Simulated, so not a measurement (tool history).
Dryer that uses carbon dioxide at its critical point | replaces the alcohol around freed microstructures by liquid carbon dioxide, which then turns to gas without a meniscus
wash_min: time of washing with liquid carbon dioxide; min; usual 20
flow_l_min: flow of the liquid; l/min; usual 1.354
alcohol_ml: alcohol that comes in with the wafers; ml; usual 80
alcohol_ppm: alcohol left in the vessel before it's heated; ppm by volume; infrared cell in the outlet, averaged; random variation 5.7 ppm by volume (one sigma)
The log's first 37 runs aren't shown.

Run 38, day 70.342: usual settings but wash_min 24 min, flow_l_min 1.19 l/min, alcohol_ml 62 ml. Result: alcohol_ppm 330 ppm by volume.
Run 39, day 72.933: usual settings but wash_min 12 min, flow_l_min 1.51 l/min, alcohol_ml 23 ml. Result: alcohol_ppm 499 ppm by volume.
At day 75.317: inlet filter changed.
Run 40, day 75.446: usual settings but wash_min 12 min, flow_l_min 1.51 l/min, alcohol_ml 23 ml. Result: alcohol_ppm 442 ppm by volume.
Run 41, day 76.612: usual settings but wash_min 16 min, flow_l_min 0.96 l/min, alcohol_ml 108 ml. Result: alcohol_ppm 2228 ppm by volume.
Run 42, day 77.729: usual settings but wash_min 14 min, flow_l_min 0.96 l/min, alcohol_ml 86 ml. Result: alcohol_ppm 2411 ppm by volume.
Run 43, day 80.279: usual settings but wash_min 14 min, flow_l_min 0.96 l/min, alcohol_ml 86 ml. Result: alcohol_ppm 2411 ppm by volume.
Run 44, day 82.429: usual settings but wash_min 23 min, flow_l_min 1.52 l/min, alcohol_ml 29 ml. Result: alcohol_ppm 252 ppm by volume.
Run 45, day 85.058: usual settings but wash_min 27 min, flow_l_min 1.84 l/min, alcohol_ml 63 ml. Result: alcohol_ppm 254 ppm by volume.

4 ways to go on from here, each from the tool as it stands after run 45. What would each give?
Run A, day 86.704: usual settings but wash_min 19 min, flow_l_min 1.48 l/min, alcohol_ml 90 ml. Result: alcohol_ppm ?.
Run B, day 86.704: usual settings but wash_min 24 min, flow_l_min 1.84 l/min, alcohol_ml 63 ml. Result: alcohol_ppm ?.
Run C, day 86.704: usual settings but wash_min 19 min, flow_l_min 1.83 l/min, alcohol_ml 82 ml. Result: alcohol_ppm ?.
Run D, day 86.704: usual settings but flow_l_min 0.91 l/min, alcohol_ml 63 ml. Result: alcohol_ppm ?.

run  alcohol_ppm
  A          462
  B          262
  C          326
  D         1080
Without the tool's hidden state the same runs would have given:
run  alcohol_ppm
  A          163
  B            6
  C           55
  D          705

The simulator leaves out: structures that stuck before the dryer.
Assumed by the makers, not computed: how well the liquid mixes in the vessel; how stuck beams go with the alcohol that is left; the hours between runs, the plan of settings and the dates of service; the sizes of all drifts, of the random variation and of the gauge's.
